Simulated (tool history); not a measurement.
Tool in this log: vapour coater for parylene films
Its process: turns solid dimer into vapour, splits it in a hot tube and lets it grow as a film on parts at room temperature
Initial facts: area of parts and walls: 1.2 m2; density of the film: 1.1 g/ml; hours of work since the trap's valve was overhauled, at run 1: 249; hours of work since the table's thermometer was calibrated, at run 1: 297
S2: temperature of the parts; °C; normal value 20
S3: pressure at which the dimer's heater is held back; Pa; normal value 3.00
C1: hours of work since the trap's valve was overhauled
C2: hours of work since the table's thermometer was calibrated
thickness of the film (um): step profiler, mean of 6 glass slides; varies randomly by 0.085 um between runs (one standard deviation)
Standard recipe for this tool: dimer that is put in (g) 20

run 1 hour=0.0 | dimer_that_is_put_in_(g)=20 S2=20 S3=3.00 | C1=249 C2=297 | thickness_of_the_film_(um)=9.15
run 2 hour=8.3 | dimer_that_is_put_in_(g)=20 S2=20 S3=3.00 | C1=255 C2=303 | thickness_of_the_film_(um)=9.13
run 3 hour=27.1 | dimer_that_is_put_in_(g)=20 S2=14 S3=3.00 | C1=268 C2=317 | thickness_of_the_film_(um)=11.03
run 4 hour=40.4 | dimer_that_is_put_in_(g)=20 S2=14 S3=3.00 | C1=278 C2=326 | thickness_of_the_film_(um)=11.29
-- hour=55.8 trap's valve overhauled
run 5 hour=62.4 | dimer_that_is_put_in_(g)=20 S2=14 S3=3.00 | C1=5 C2=340 | thickness_of_the_film_(um)=13.21
run 6 hour=76.0 | dimer_that_is_put_in_(g)=20 S2=14 S3=3.00 | C1=15 C2=350 | thickness_of_the_film_(um)=13.06
run 7 hour=88.4 | dimer_that_is_put_in_(g)=20 S2=14 S3=3.96 | C1=24 C2=359 | thickness_of_the_film_(um)=12.40
run 8 hour=97.6 | dimer_that_is_put_in_(g)=20 S2=14 S3=3.96 | C1=31 C2=365 | thickness_of_the_film_(um)=12.37
run 9 hour=106.9 | dimer_that_is_put_in_(g)=20 S2=14 S3=3.96 | C1=37 C2=372 | thickness_of_the_film_(um)=12.46
run 10 hour=115.9 | dimer_that_is_put_in_(g)=20 S2=14 S3=3.96 | C1=44 C2=379 | thickness_of_the_film_(um)=12.26
run 11 hour=129.9 | dimer_that_is_put_in_(g)=20 S2=14 S3=2.08 | C1=54 C2=389 | thickness_of_the_film_(um)=13.47
run 12 hour=143.1 | dimer_that_is_put_in_(g)=20 S2=14 S3=2.08 | C1=64 C2=399 | thickness_of_the_film_(um)=13.52
run 13 hour=155.1 | dimer_that_is_put_in_(g)=20 S2=20 S3=3.00 | C1=73 C2=407 | thickness_of_the_film_(um)=10.08
run 14 hour=164.3 | dimer_that_is_put_in_(g)=20 S2=20 S3=3.00 | C1=79 C2=414 | thickness_of_the_film_(um)=10.12
run 15 hour=180.6 | dimer_that_is_put_in_(g)=20 S2=20 S3=3.00 | C1=91 C2=426 | thickness_of_the_film_(um)=9.99
run 16 hour=195.4 | dimer_that_is_put_in_(g)=20 S2=20 S3=3.00 | C1=102 C2=437 | thickness_of_the_film_(um)=9.98
run 17 hour=206.5 | dimer_that_is_put_in_(g)=17 S2=23 S3=3.00 | C1=110 C2=445 | thickness_of_the_film_(um)=7.42
run 18 hour=215.9 | dimer_that_is_put_in_(g)=20 S2=20 S3=6.81 | C1=117 C2=452 | thickness_of_the_film_(um)=8.71

What will run 19 give?
run 19 hour=233.3 | dimer_that_is_put_in_(g)=20 S2=20 S3=4.94 | C1=130 C2=465 | thickness_of_the_film_(um)=?

{"run 19": {"thickness of the film (um)": 9.23}}
Take away the tool's hidden state, keep the run-to-run variation as it was, and the same run would have given thickness of the film (um) 9.71.
